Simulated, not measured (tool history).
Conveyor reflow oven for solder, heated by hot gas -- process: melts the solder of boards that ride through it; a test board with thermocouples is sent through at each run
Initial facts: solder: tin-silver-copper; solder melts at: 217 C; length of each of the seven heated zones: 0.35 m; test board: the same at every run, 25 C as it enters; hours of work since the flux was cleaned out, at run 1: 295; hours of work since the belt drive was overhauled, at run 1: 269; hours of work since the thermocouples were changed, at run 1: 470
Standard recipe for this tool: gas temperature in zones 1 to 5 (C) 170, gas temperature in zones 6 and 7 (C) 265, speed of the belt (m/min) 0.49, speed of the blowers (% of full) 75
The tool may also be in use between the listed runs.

run,hour,gas temperature in zones 1 to 5 (C),gas temperature in zones 6 and 7 (C),speed of the belt (m/min),speed of the blowers (% of full),hours of work since the flux was cleaned out,hours of work since the belt drive was overhauled,hours of work since the thermocouples were changed,highest temperature of the board (C),time above the solder's melting point (s)
1,0,170,265,0.49,75,295,269,470,252.9,64.2
2,24.2,170,265,0.49,73,314,287,488,252.2,63.9
3,41.5,170,265,0.49,73,327,300,501,252.2,63.9
4,57.5,170,265,0.49,73,339,313,513,252.3,63.6
5,78,170,265,0.49,73,355,328,529,252.4,63.8
6,103.1,170,276,0.49,73,374,347,548,262.5,70.6
7,117.3,170,278,0.49,75,385,358,559,264.5,71.9
8,143.7,170,278,0.49,75,405,378,579,264.4,71.6
9,168.2,170,265,0.49,75,424,397,598,252.4,64
10,191.1,177,265,0.49,75,441,415,616,253.4,67.4
11,205.8,170,265,0.49,75,452,426,627,252.4,64.2
12,222.3,156,265,0.49,75,465,438,639,250.8,57.7
# hour 234.6: flux residue cleaned out of gas plates and filters
13,254.4,170,265,0.456,75,15,459,660,254.7,71.2
14,268,182,265,0.49,75,26,470,671,254.2,69.9
15,289.6,182,265,0.49,75,42,486,687,254.2,70.1
16,314.8,182,265,0.49,75,61,505,706,254.2,70.4
17,338.6,182,265,0.49,75,80,524,724,254,70.4
18,362.9,182,264,0.49,52,98,542,743,247,62.9
19,387.7,177,265,0.468,75,117,561,762,254.9,72.2
20,399.3,185,277,0.417,50,126,570,771,263.5,90.4
21,421.9,185,277,0.417,50,143,587,788,263,90.2
22,442.7,185,277,0.417,65,159,603,804,267,93.3
# hour 456.7: thermocouples of zones 6 and 7 changed
23,471,160,265,0.542,68,179,623,11,246,47.6
24,485.5,171,265,0.436,75,190,634,22,255.7,76.2
25,510.9,171,265,0.436,75,210,654,41,255.2,76.4
26,530.5,163,265,0.516,84,225,669,56,252.1,58.8
27,555.6,163,265,0.516,84,244,688,76,252.4,59
28,583.5,184,258,0.491,80,265,709,97,248.9,67.8
29,606.9,160,275,0.491,80,283,727,115,261.3,67.1
30,628.4,170,271,0.457,65,299,743,131,257.7,72.1

Below are 3 alternative next runs, each starting from the tool's condition after run 30. Predict each:
A,653.5,170,265,0.49,60,319,763,150,?,?
B,653.5,157,276,0.519,75,319,763,150,?,?
C,653.5,162,258,0.49,81,319,763,150,?,?

run,highest temperature of the board (C),time above the solder's melting point (s)
A,249,59.4
B,259.5,59.9
C,246.5,56.9
Without the tool's unlogged condition, the same runs would have read:
run,highest temperature of the board (C),time above the solder's melting point (s)
A,249,59.5
B,259.5,60
C,246.5,57
